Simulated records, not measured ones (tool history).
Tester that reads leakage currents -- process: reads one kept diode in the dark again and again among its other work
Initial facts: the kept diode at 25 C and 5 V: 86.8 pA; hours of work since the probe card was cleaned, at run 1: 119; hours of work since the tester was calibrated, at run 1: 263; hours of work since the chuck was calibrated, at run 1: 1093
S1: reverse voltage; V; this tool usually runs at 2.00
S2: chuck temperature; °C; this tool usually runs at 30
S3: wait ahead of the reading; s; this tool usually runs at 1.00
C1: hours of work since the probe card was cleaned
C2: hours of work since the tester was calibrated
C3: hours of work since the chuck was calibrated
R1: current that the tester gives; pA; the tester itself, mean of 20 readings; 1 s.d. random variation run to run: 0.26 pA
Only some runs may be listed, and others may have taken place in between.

run 1 hour=0.0 | S1=2.00 S2=30 S3=1.00 | C1=119 C2=263 C3=1093 | R1=93.41
run 2 hour=55.1 | S1=2.00 S2=30 S3=1.00 | C1=142 C2=285 C3=1115 | R1=93.49
run 3 hour=92.9 | S1=2.00 S2=40 S3=1.00 | C1=157 C2=301 C3=1130 | R1=203.67
run 4 hour=145.5 | S1=2.00 S2=40 S3=1.00 | C1=178 C2=322 C3=1151 | R1=204.26
run 5 hour=194.3 | S1=2.00 S2=40 S3=1.00 | C1=198 C2=342 C3=1171 | R1=202.71
run 6 hour=239.0 | S1=2.00 S2=40 S3=1.00 | C1=216 C2=360 C3=1189 | R1=203.73
run 7 hour=306.0 | S1=2.00 S2=30 S3=1.00 | C1=243 C2=387 C3=1216 | R1=94.51
run 8 hour=345.1 | S1=2.00 S2=30 S3=0.97 | C1=259 C2=402 C3=1232 | R1=94.59
run 9 hour=384.9 | S1=2.00 S2=30 S3=0.97 | C1=275 C2=419 C3=1248 | R1=95.06
run 10 hour=446.3 | S1=2.00 S2=30 S3=0.97 | C1=300 C2=443 C3=1273 | R1=95.47
run 11 hour=519.0 | S1=2.00 S2=30 S3=0.32 | C1=329 C2=473 C3=1302 | R1=96.22
run 12 hour=569.0 | S1=2.00 S2=30 S3=1.00 | C1=350 C2=493 C3=1323 | R1=95.16
run 13 hour=609.5 | S1=2.00 S2=20 S3=1.00 | C1=366 C2=509 C3=1339 | R1=42.68
-- hour=619.1 tester calibrated
run 14 hour=674.6 | S1=2.00 S2=20 S3=1.00 | C1=391 C2=22 C3=1365 | R1=42.59
run 15 hour=713.0 | S1=2.00 S2=20 S3=1.00 | C1=407 C2=38 C3=1380 | R1=42.76
run 16 hour=762.1 | S1=2.00 S2=20 S3=1.00 | C1=427 C2=58 C3=1400 | R1=42.94
run 17 hour=822.8 | S1=4.37 S2=30 S3=1.00 | C1=451 C2=82 C3=1424 | R1=142.34
-- hour=875.0 tester calibrated, once more
run 18 hour=884.4 | S1=1.32 S2=30 S3=1.00 | C1=475 C2=4 C3=1449 | R1=78.76
run 19 hour=960.1 | S1=1.32 S2=30 S3=1.00 | C1=506 C2=34 C3=1479 | R1=78.76
run 20 hour=1032.1 | S1=2.00 S2=30 S3=1.00 | C1=535 C2=64 C3=1508 | R1=96.94
run 21 hour=1082.3 | S1=9.30 S2=26 S3=0.76 | C1=555 C2=84 C3=1529 | R1=153.48
run 22 hour=1164.1 | S1=2.00 S2=30 S3=2.24 | C1=588 C2=117 C3=1562 | R1=97.29
run 23 hour=1211.8 | S1=7.26 S2=24 S3=0.39 | C1=608 C2=136 C3=1581 | R1=119.69
run 24 hour=1247.7 | S1=7.26 S2=24 S3=0.39 | C1=622 C2=151 C3=1595 | R1=119.57
run 25 hour=1314.7 | S1=7.26 S2=24 S3=0.39 | C1=649 C2=178 C3=1622 | R1=119.64
run 26 hour=1357.2 | S1=13.09 S2=37 S3=0.37 | C1=667 C2=195 C3=1640 | R1=429.53
-- hour=1368.4 chuck's temperature calibrated
run 27 hour=1441.0 | S1=1.39 S2=37 S3=0.37 | C1=700 C2=228 C3=29 | R1=126.20
run 28 hour=1495.3 | S1=1.39 S2=37 S3=0.37 | C1=722 C2=250 C3=51 | R1=126.22
run 29 hour=1553.8 | S1=1.39 S2=37 S3=0.37 | C1=745 C2=274 C3=75 | R1=126.61
run 30 hour=1599.4 | S1=1.96 S2=47 S3=7.21 | C1=764 C2=292 C3=93 | R1=313.13
run 31 hour=1637.8 | S1=1.96 S2=47 S3=7.21 | C1=779 C2=308 C3=109 | R1=312.95
run 32 hour=1708.7 | S1=4.90 S2=24 S3=5.97 | C1=808 C2=336 C3=138 | R1=86.10
run 33 hour=1776.0 | S1=2.90 S2=31 S3=0.46 | C1=835 C2=363 C3=165 | R1=115.98
run 34 hour=1852.7 | S1=2.21 S2=21 S3=0.97 | C1=866 C2=394 C3=196 | R1=45.71
run 35 hour=1893.5 | S1=6.03 S2=24 S3=1.00 | C1=883 C2=411 C3=212 | R1=98.66
run 36 hour=1927.9 | S1=7.75 S2=33 S3=0.45 | C1=896 C2=425 C3=226 | R1=223.36
run 37 hour=2007.3 | S1=7.75 S2=33 S3=0.45 | C1=929 C2=457 C3=258 | R1=224.37
run 38 hour=2045.1 | S1=4.64 S2=30 S3=2.91 | C1=944 C2=472 C3=274 | R1=136.40
run 39 hour=2112.3 | S1=2.00 S2=24 S3=1.00 | C1=971 C2=499 C3=301 | R1=56.01
run 40 hour=2181.5 | S1=2.00 S2=24 S3=1.00 | C1=999 C2=527 C3=329 | R1=56.31

Consider 3 possible next runs. They are alternatives, not a sequence: every one starts from the tool as it was left by run 40. What does each give?
run A hour=2217.9 | S1=6.54 S2=24 S3=0.45 | C1=1014 C2=542 C3=343 | R1=?
run B hour=2217.9 | S1=1.02 S2=24 S3=1.25 | C1=1014 C2=542 C3=343 | R1=?
run C hour=2217.9 | S1=8.81 S2=30 S3=3.82 | C1=1014 C2=542 C3=343 | R1=?

run=A R1=106.06
run=B R1=39.99
run=C R1=190.58
Stripped of hidden state, with their random variation kept, the same runs would have yielded:
run=A R1=94.29
run=B R1=37.54
run=C R1=173.48

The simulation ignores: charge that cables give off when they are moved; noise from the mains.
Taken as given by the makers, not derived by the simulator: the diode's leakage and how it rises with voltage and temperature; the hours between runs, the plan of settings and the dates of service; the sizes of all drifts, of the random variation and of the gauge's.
